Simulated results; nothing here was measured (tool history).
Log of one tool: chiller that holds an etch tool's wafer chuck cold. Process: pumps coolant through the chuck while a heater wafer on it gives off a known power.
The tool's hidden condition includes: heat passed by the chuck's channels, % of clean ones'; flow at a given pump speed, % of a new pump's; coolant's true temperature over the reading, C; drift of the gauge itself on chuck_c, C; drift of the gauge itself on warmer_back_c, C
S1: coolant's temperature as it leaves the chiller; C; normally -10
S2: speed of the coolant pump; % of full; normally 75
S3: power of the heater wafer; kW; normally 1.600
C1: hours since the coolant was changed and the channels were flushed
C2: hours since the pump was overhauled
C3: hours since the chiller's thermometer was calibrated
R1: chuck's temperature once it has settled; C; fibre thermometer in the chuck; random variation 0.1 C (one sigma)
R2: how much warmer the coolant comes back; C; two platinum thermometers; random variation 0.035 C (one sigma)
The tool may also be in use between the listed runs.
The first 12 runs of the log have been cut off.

| run | day | S1 | S2 | S3 | C1 | C2 | C3 | R1 | R2 |
|---|---|---|---|---|---|---|---|---|---|
| 13 | 14.258 | -10 | 87 | 1.600 | 5169 | 1058 | 58 | 5.2 | 5.37 |
| 14 | 15.862 | -6 | 75 | 1.600 | 5207 | 1096 | 96 | 10.9 | 6.25 |
| 15 | 17.225 | -6 | 75 | 1.600 | 5240 | 1129 | 129 | 11.0 | 6.26 |
|  | 17.712 | gauge calibrated |
| 16 | 18.825 | -6 | 75 | 1.600 | 5278 | 1167 | 167 | 11.0 | 5.94 |
| 17 | 19.850 | -6 | 78 | 2.383 | 5303 | 1192 | 192 | 18.7 | 8.56 |
| 18 | 21.146 | -6 | 78 | 2.383 | 5334 | 1223 | 223 | 18.6 | 8.51 |
| 19 | 21.933 | -10 | 68 | 1.672 | 5353 | 1242 | 242 | 9.1 | 6.91 |
| 20 | 22.788 | -6 | 75 | 1.600 | 5373 | 1263 | 262 | 11.2 | 6.03 |
| 21 | 24.125 | -10 | 80 | 1.600 | 5406 | 1295 | 294 | 6.4 | 5.64 |
| 22 | 25.267 | -1 | 98 | 1.833 | 5433 | 1322 | 322 | 15.0 | 5.29 |
| 23 | 26.762 | -18 | 66 | 1.156 | 5469 | 1358 | 358 | -4.4 | 5.06 |
| 24 | 28.329 | -2 | 75 | 1.642 | 5506 | 1396 | 395 | 15.7 | 6.28 |
| 25 | 29.079 | -2 | 75 | 1.642 | 5524 | 1414 | 413 | 15.4 | 6.40 |
| 26 | 29.954 | -10 | 70 | 1.599 | 5545 | 1435 | 434 | 8.0 | 6.65 |
| 27 | 30.925 | -3 | 96 | 1.150 | 5569 | 1458 | 458 | 7.2 | 3.49 |
| 28 | 31.625 | -3 | 96 | 1.150 | 5585 | 1475 | 474 | 7.1 | 3.57 |
| 29 | 32.600 | -14 | 75 | 1.001 | 5609 | 1498 | 498 | -3.5 | 3.99 |
| 30 | 33.738 | -20 | 77 | 1.600 | 5636 | 1525 | 525 | -3.3 | 6.15 |
| 31 | 35.379 | -10 | 75 | 1.835 | 5676 | 1565 | 564 | 9.7 | 7.14 |

What if the next run were any one of these 5? Each begins from the tool's condition after run 31:
|  | 35.483 | gauge calibrated |
| A | 36.700 | -10 | 87 | 1.600 | 5707 | 1596 | 596 | ? | ? |
|  | 35.483 | gauge calibrated |
| B | 36.700 | -8 | 78 | 1.754 | 5707 | 1596 | 596 | ? | ? |
|  | 35.483 | gauge calibrated |
| C | 36.700 | -10 | 75 | 1.700 | 5707 | 1596 | 596 | ? | ? |
|  | 35.483 | gauge calibrated |
| D | 36.700 | -10 | 75 | 0.891 | 5707 | 1596 | 596 | ? | ? |
|  | 35.483 | gauge calibrated |
| E | 36.700 | -19 | 63 | 1.600 | 5707 | 1596 | 596 | ? | ? |

| run | R1 | R2 |
|---|---|---|
| A | 5.1 | 5.07 |
| B | 10.3 | 6.28 |
| C | 8.2 | 6.33 |
| D | -0.7 | 3.29 |
| E | 0.6 | 7.11 |
What these runs would have given with no unlogged condition in the tool:
| run | R1 | R2 |
|---|---|---|
| A | 5.1 | 5.04 |
| B | 10.2 | 6.25 |
| C | 8.2 | 6.30 |
| D | -0.7 | 3.26 |
| E | 0.6 | 7.09 |
